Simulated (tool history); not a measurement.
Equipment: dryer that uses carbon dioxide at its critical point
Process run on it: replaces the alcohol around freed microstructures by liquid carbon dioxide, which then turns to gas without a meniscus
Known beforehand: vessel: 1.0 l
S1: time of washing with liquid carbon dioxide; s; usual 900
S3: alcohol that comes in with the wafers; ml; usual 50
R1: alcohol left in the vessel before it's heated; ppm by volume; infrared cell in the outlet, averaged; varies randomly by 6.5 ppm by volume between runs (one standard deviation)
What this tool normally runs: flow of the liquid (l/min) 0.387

run 1 hour=0.0 | S1=900 flow_of_the_liquid_(l/min)=0.387 S3=50 | R1=363
run 2 hour=9.9 | S1=660 flow_of_the_liquid_(l/min)=0.387 S3=50 | R1=1306
run 3 hour=22.2 | S1=660 flow_of_the_liquid_(l/min)=0.387 S3=50 | R1=1328
run 4 hour=33.6 | S1=900 flow_of_the_liquid_(l/min)=0.387 S3=50 | R1=348
run 5 hour=39.6 | S1=900 flow_of_the_liquid_(l/min)=0.387 S3=50 | R1=364
run 6 hour=45.6 | S1=900 flow_of_the_liquid_(l/min)=0.387 S3=50 | R1=367
run 7 hour=57.1 | S1=900 flow_of_the_liquid_(l/min)=0.387 S3=50 | R1=361
run 8 hour=70.1 | S1=900 flow_of_the_liquid_(l/min)=0.387 S3=50 | R1=360
run 9 hour=79.3 | S1=900 flow_of_the_liquid_(l/min)=0.387 S3=50 | R1=373
run 10 hour=86.2 | S1=900 flow_of_the_liquid_(l/min)=0.387 S3=50 | R1=382
run 11 hour=98.3 | S1=900 flow_of_the_liquid_(l/min)=0.387 S3=50 | R1=389
run 12 hour=105.4 | S1=900 flow_of_the_liquid_(l/min)=0.387 S3=50 | R1=383
run 13 hour=117.2 | S1=900 flow_of_the_liquid_(l/min)=0.387 S3=50 | R1=377
run 14 hour=131.6 | S1=900 flow_of_the_liquid_(l/min)=0.520 S3=50 | R1=81
run 15 hour=142.6 | S1=900 flow_of_the_liquid_(l/min)=0.520 S3=50 | R1=91
run 16 hour=148.8 | S1=900 flow_of_the_liquid_(l/min)=0.520 S3=50 | R1=81
run 17 hour=156.4 | S1=900 flow_of_the_liquid_(l/min)=0.520 S3=50 | R1=88
run 18 hour=168.8 | S1=900 flow_of_the_liquid_(l/min)=0.387 S3=50 | R1=401
run 19 hour=181.2 | S1=900 flow_of_the_liquid_(l/min)=0.387 S3=40 | R1=309
run 20 hour=189.3 | S1=900 flow_of_the_liquid_(l/min)=0.571 S3=50 | R1=43
run 21 hour=196.9 | S1=900 flow_of_the_liquid_(l/min)=0.571 S3=50 | R1=56
run 22 hour=209.5 | S1=900 flow_of_the_liquid_(l/min)=0.387 S3=50 | R1=406
run 23 hour=220.2 | S1=900 flow_of_the_liquid_(l/min)=0.387 S3=50 | R1=403
run 24 hour=234.2 | S1=900 flow_of_the_liquid_(l/min)=0.618 S3=36 | R1=29
run 25 hour=248.5 | S1=1080 flow_of_the_liquid_(l/min)=0.536 S3=33 | R1=35
run 26 hour=258.5 | S1=540 flow_of_the_liquid_(l/min)=0.405 S3=96 | R1=4708
run 27 hour=269.7 | S1=900 flow_of_the_liquid_(l/min)=0.387 S3=30 | R1=262
run 28 hour=281.4 | S1=1200 flow_of_the_liquid_(l/min)=0.387 S3=79 | R1=139
run 29 hour=294.8 | S1=1200 flow_of_the_liquid_(l/min)=0.387 S3=79 | R1=150
run 30 hour=307.8 | S1=960 flow_of_the_liquid_(l/min)=0.572 S3=29 | R1=28
run 31 hour=315.0 | S1=1140 flow_of_the_liquid_(l/min)=0.550 S3=102 | R1=34
run 32 hour=321.5 | S1=960 flow_of_the_liquid_(l/min)=0.298 S3=49 | R1=959
run 33 hour=333.9 | S1=900 flow_of_the_liquid_(l/min)=0.548 S3=58 | R1=78
run 34 hour=340.6 | S1=900 flow_of_the_liquid_(l/min)=0.401 S3=41 | R1=303
run 35 hour=350.2 | S1=1320 flow_of_the_liquid_(l/min)=0.369 S3=24 | R1=53
run 36 hour=363.2 | S1=540 flow_of_the_liquid_(l/min)=0.387 S3=88 | R1=4893
run 37 hour=371.1 | S1=540 flow_of_the_liquid_(l/min)=0.387 S3=88 | R1=4972
run 38 hour=379.2 | S1=1020 flow_of_the_liquid_(l/min)=0.242 S3=69 | R1=2363
run 39 hour=393.2 | S1=1020 flow_of_the_liquid_(l/min)=0.243 S3=115 | R1=4004
run 40 hour=407.6 | S1=1020 flow_of_the_liquid_(l/min)=0.243 S3=115 | R1=3996
run 41 hour=414.1 | S1=1440 flow_of_the_liquid_(l/min)=0.317 S3=96 | R1=201
run 42 hour=428.2 | S1=900 flow_of_the_liquid_(l/min)=0.387 S3=50 | R1=455
run 43 hour=436.3 | S1=900 flow_of_the_liquid_(l/min)=0.387 S3=35 | R1=320
run 44 hour=446.2 | S1=900 flow_of_the_liquid_(l/min)=0.387 S3=35 | R1=313
run 45 hour=456.3 | S1=900 flow_of_the_liquid_(l/min)=0.387 S3=111 | R1=972
run 46 hour=470.3 | S1=900 flow_of_the_liquid_(l/min)=0.387 S3=111 | R1=983

Here are 3 independent what-if runs from the current tool condition. What would each one return?
run A hour=480.6 | S1=960 flow_of_the_liquid_(l/min)=0.387 S3=26 | R1=?
run B hour=480.6 | S1=1440 flow_of_the_liquid_(l/min)=0.259 S3=32 | R1=?
run C hour=480.6 | S1=660 flow_of_the_liquid_(l/min)=0.387 S3=53 | R1=?

run=A R1=194
run=B R1=237
run=C R1=1641
Take away the tool's hidden state, keep each run's random variation, and the runs would have read:
run=A R1=111
run=B R1=141
run=C R1=1168

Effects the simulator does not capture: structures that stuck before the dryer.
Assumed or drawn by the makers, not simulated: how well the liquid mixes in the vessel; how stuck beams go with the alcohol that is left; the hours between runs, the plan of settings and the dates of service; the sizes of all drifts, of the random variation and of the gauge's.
